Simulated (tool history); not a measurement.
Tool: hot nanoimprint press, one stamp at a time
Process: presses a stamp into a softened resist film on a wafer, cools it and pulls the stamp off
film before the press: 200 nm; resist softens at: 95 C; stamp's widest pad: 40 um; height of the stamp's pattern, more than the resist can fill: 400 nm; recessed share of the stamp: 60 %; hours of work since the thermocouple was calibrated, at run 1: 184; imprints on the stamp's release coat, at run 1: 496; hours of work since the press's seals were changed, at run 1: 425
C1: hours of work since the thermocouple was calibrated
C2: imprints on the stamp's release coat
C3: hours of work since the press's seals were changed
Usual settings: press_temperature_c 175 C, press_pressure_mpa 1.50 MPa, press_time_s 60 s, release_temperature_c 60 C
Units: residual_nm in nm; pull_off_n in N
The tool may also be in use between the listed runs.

run 1 day=0.000 | press_temperature_c=175 press_pressure_mpa=1.50 press_time_s=60 release_temperature_c=60 | C1=184 C2=496 C3=425 | residual_nm=92.6 pull_off_n=112.6
-- day=0.562 stamp cleaned and given a new release coat
run 2 day=0.638 | press_temperature_c=175 press_pressure_mpa=1.50 press_time_s=60 release_temperature_c=60 | C1=190 C2=8 C3=430 | residual_nm=92.3 pull_off_n=97.1
run 3 day=1.292 | press_temperature_c=175 press_pressure_mpa=1.50 press_time_s=60 release_temperature_c=60 | C1=199 C2=78 C3=440 | residual_nm=92.5 pull_off_n=99.7
run 4 day=1.921 | press_temperature_c=175 press_pressure_mpa=1.40 press_time_s=60 release_temperature_c=60 | C1=209 C2=146 C3=449 | residual_nm=95.2 pull_off_n=101.4
run 5 day=2.679 | press_temperature_c=175 press_pressure_mpa=1.40 press_time_s=60 release_temperature_c=60 | C1=220 C2=227 C3=460 | residual_nm=95.1 pull_off_n=102.8
run 6 day=3.167 | press_temperature_c=175 press_pressure_mpa=1.40 press_time_s=60 release_temperature_c=60 | C1=227 C2=279 C3=468 | residual_nm=95.0 pull_off_n=105.3
run 7 day=3.546 | press_temperature_c=175 press_pressure_mpa=1.40 press_time_s=60 release_temperature_c=60 | C1=232 C2=320 C3=473 | residual_nm=94.9 pull_off_n=106.7
run 8 day=4.283 | press_temperature_c=175 press_pressure_mpa=1.50 press_time_s=60 release_temperature_c=57 | C1=243 C2=399 C3=484 | residual_nm=92.5 pull_off_n=114.0
run 9 day=4.879 | press_temperature_c=175 press_pressure_mpa=1.50 press_time_s=60 release_temperature_c=57 | C1=252 C2=463 C3=493 | residual_nm=92.1 pull_off_n=116.3
-- day=5.054 plate thermocouple calibrated
-- day=5.871 stamp cleaned and given a new release coat
run 10 day=5.962 | press_temperature_c=175 press_pressure_mpa=1.50 press_time_s=60 release_temperature_c=57 | C1=10 C2=10 C3=503 | residual_nm=91.9 pull_off_n=101.6
run 11 day=6.271 | press_temperature_c=175 press_pressure_mpa=1.50 press_time_s=60 release_temperature_c=57 | C1=14 C2=43 C3=508 | residual_nm=91.9 pull_off_n=102.7
run 12 day=6.629 | press_temperature_c=175 press_pressure_mpa=1.10 press_time_s=60 release_temperature_c=57 | C1=19 C2=81 C3=513 | residual_nm=104.7 pull_off_n=104.2
run 13 day=6.992 | press_temperature_c=175 press_pressure_mpa=1.10 press_time_s=60 release_temperature_c=57 | C1=25 C2=121 C3=518 | residual_nm=104.5 pull_off_n=104.2
run 14 day=7.567 | press_temperature_c=175 press_pressure_mpa=1.10 press_time_s=60 release_temperature_c=57 | C1=33 C2=182 C3=526 | residual_nm=104.3 pull_off_n=109.0
-- day=8.017 plate thermocouple calibrated, once more
run 15 day=8.158 | press_temperature_c=175 press_pressure_mpa=1.10 press_time_s=60 release_temperature_c=57 | C1=2 C2=232 C3=533 | residual_nm=106.3 pull_off_n=109.7
run 16 day=8.867 | press_temperature_c=175 press_pressure_mpa=1.10 press_time_s=60 release_temperature_c=57 | C1=12 C2=308 C3=544 | residual_nm=106.3 pull_off_n=112.2
run 17 day=9.208 | press_temperature_c=175 press_pressure_mpa=1.10 press_time_s=60 release_temperature_c=57 | C1=17 C2=345 C3=549 | residual_nm=106.3 pull_off_n=112.0
run 18 day=9.942 | press_temperature_c=175 press_pressure_mpa=1.10 press_time_s=60 release_temperature_c=57 | C1=28 C2=423 C3=559 | residual_nm=106.0 pull_off_n=115.9
run 19 day=10.267 | press_temperature_c=175 press_pressure_mpa=1.10 press_time_s=60 release_temperature_c=57 | C1=33 C2=458 C3=564 | residual_nm=106.1 pull_off_n=117.9
run 20 day=10.742 | press_temperature_c=175 press_pressure_mpa=1.50 press_time_s=60 release_temperature_c=49 | C1=40 C2=509 C3=571 | residual_nm=93.5 pull_off_n=131.9
-- day=11.154 stamp cleaned and given a new release coat
run 21 day=11.708 | press_temperature_c=175 press_pressure_mpa=1.50 press_time_s=60 release_temperature_c=49 | C1=50 C2=59 C3=582 | residual_nm=93.5 pull_off_n=115.5
run 22 day=12.162 | press_temperature_c=175 press_pressure_mpa=1.50 press_time_s=60 release_temperature_c=49 | C1=57 C2=108 C3=588 | residual_nm=93.3 pull_off_n=118.2
run 23 day=12.608 | press_temperature_c=164 press_pressure_mpa=1.50 press_time_s=60 release_temperature_c=59 | C1=64 C2=156 C3=595 | residual_nm=126.8 pull_off_n=102.8
run 24 day=13.142 | press_temperature_c=164 press_pressure_mpa=1.50 press_time_s=60 release_temperature_c=59 | C1=71 C2=213 C3=603 | residual_nm=126.9 pull_off_n=104.7
run 25 day=13.679 | press_temperature_c=164 press_pressure_mpa=1.50 press_time_s=60 release_temperature_c=59 | C1=79 C2=271 C3=611 | residual_nm=127.0 pull_off_n=106.2
run 26 day=14.246 | press_temperature_c=167 press_pressure_mpa=1.64 press_time_s=109 release_temperature_c=59 | C1=88 C2=332 C3=619 | residual_nm=92.0 pull_off_n=109.7
run 27 day=14.833 | press_temperature_c=167 press_pressure_mpa=1.64 press_time_s=63 release_temperature_c=45 | C1=96 C2=395 C3=628 | residual_nm=111.2 pull_off_n=134.4
run 28 day=15.588 | press_temperature_c=170 press_pressure_mpa=2.13 press_time_s=63 release_temperature_c=51 | C1=107 C2=476 C3=639 | residual_nm=91.8 pull_off_n=127.4
-- day=16.342 stamp cleaned and given a new release coat
run 29 day=16.371 | press_temperature_c=170 press_pressure_mpa=2.13 press_time_s=63 release_temperature_c=51 | C1=115 C2=3 C3=646 | residual_nm=91.6 pull_off_n=109.9

Forecast each of these 5 alternatives for the next run:
run A day=16.958 | press_temperature_c=170 press_pressure_mpa=2.13 press_time_s=63 release_temperature_c=64 | C1=124 C2=66 C3=655 | residual_nm=? pull_off_n=?
run B day=16.958 | press_temperature_c=170 press_pressure_mpa=1.89 press_time_s=63 release_temperature_c=51 | C1=124 C2=66 C3=655 | residual_nm=? pull_off_n=?
run C day=16.958 | press_temperature_c=175 press_pressure_mpa=1.50 press_time_s=40 release_temperature_c=49 | C1=124 C2=66 C3=655 | residual_nm=? pull_off_n=?
run D day=16.958 | press_temperature_c=175 press_pressure_mpa=1.21 press_time_s=60 release_temperature_c=57 | C1=124 C2=66 C3=655 | residual_nm=? pull_off_n=?
run E day=16.958 | press_temperature_c=169 press_pressure_mpa=1.50 press_time_s=60 release_temperature_c=60 | C1=124 C2=66 C3=655 | residual_nm=? pull_off_n=?

run=A residual_nm=91.8 pull_off_n=92.9
run=B residual_nm=96.3 pull_off_n=112.8
run=C residual_nm=107.5 pull_off_n=115.3
run=D residual_nm=101.7 pull_off_n=104.5
run=E residual_nm=110.5 pull_off_n=98.9
Without the tool's hidden state the same runs would have given:
run=A residual_nm=89.6 pull_off_n=91.6
run=B residual_nm=94.4 pull_off_n=111.1
run=C residual_nm=106.1 pull_off_n=113.6
run=D residual_nm=100.9 pull_off_n=103.0
run=E residual_nm=109.3 pull_off_n=97.4

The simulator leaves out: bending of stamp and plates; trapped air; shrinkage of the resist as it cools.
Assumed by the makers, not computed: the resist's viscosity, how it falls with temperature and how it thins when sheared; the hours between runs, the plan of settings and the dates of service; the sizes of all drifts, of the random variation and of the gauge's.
